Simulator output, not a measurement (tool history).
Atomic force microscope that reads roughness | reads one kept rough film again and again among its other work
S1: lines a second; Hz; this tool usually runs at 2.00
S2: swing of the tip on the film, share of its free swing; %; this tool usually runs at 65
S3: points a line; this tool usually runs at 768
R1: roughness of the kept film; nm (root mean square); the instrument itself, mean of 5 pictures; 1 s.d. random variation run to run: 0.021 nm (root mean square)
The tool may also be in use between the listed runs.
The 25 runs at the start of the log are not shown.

{"day": 21.588, "done": "new tip fitted"}
{"run": 26, "day": 22.375, "S1": 2.44, "S2": 61, "S3": 848, "R1": 5.07}
{"day": 22.825, "done": "height scale calibrated on a step standard, once more"}
{"run": 27, "day": 23.646, "S1": 2.44, "S2": 61, "S3": 848, "R1": 5.062}
{"run": 28, "day": 24.229, "S1": 2.0, "S2": 77, "S3": 831, "R1": 4.855}
{"run": 29, "day": 25.442, "S1": 1.97, "S2": 55, "S3": 768, "R1": 5.004}
{"run": 30, "day": 26.567, "S1": 1.19, "S2": 78, "S3": 925, "R1": 4.862}
{"run": 31, "day": 27.196, "S1": 0.66, "S2": 76, "S3": 260, "R1": 4.899}
{"run": 32, "day": 27.796, "S1": 0.66, "S2": 76, "S3": 260, "R1": 4.86}
{"run": 33, "day": 29.083, "S1": 0.66, "S2": 76, "S3": 260, "R1": 4.785}
{"run": 34, "day": 29.992, "S1": 1.45, "S2": 76, "S3": 453, "R1": 4.64}
{"day": 30.383, "done": "new tip fitted"}
{"run": 35, "day": 30.892, "S1": 2.0, "S2": 69, "S3": 906, "R1": 5.078}
{"run": 36, "day": 31.554, "S1": 2.0, "S2": 69, "S3": 906, "R1": 5.068}
{"run": 37, "day": 32.188, "S1": 1.45, "S2": 67, "S3": 293, "R1": 5.053}
{"run": 38, "day": 33.338, "S1": 1.62, "S2": 65, "S3": 950, "R1": 5.022}
{"run": 39, "day": 34.446, "S1": 1.79, "S2": 65, "S3": 994, "R1": 4.97}
{"run": 40, "day": 35.542, "S1": 2.0, "S2": 71, "S3": 900, "R1": 4.818}
{"run": 41, "day": 36.367, "S1": 2.0, "S2": 59, "S3": 450, "R1": 4.841}
{"run": 42, "day": 37.179, "S1": 2.0, "S2": 59, "S3": 450, "R1": 4.829}
{"run": 43, "day": 38.35, "S1": 3.66, "S2": 66, "S3": 300, "R1": 4.64}
{"day": 39.146, "done": "new tip fitted"}
{"run": 44, "day": 39.625, "S1": 1.04, "S2": 72, "S3": 367, "R1": 5.154}

Alternative continuations, all from the tool just after run 44; predict every row:
{"run": "A", "day": 40.429, "S1": 3.83, "S2": 65, "S3": 768, "R1": "?"}
{"run": "B", "day": 40.429, "S1": 3.85, "S2": 75, "S3": 413, "R1": "?"}
{"run": "C", "day": 40.429, "S1": 1.18, "S2": 66, "S3": 683, "R1": "?"}
{"run": "D", "day": 40.429, "S1": 0.98, "S2": 72, "S3": 367, "R1": "?"}
{"run": "E", "day": 40.429, "S1": 2.0, "S2": 65, "S3": 465, "R1": "?"}

run=A R1=4.939
run=B R1=4.783
run=C R1=5.167
run=D R1=5.077
run=E R1=5.099
With no hidden state in the tool, these same runs would have given:
run=A R1=5.008
run=B R1=4.850
run=C R1=5.239
run=D R1=5.148
run=E R1=5.170
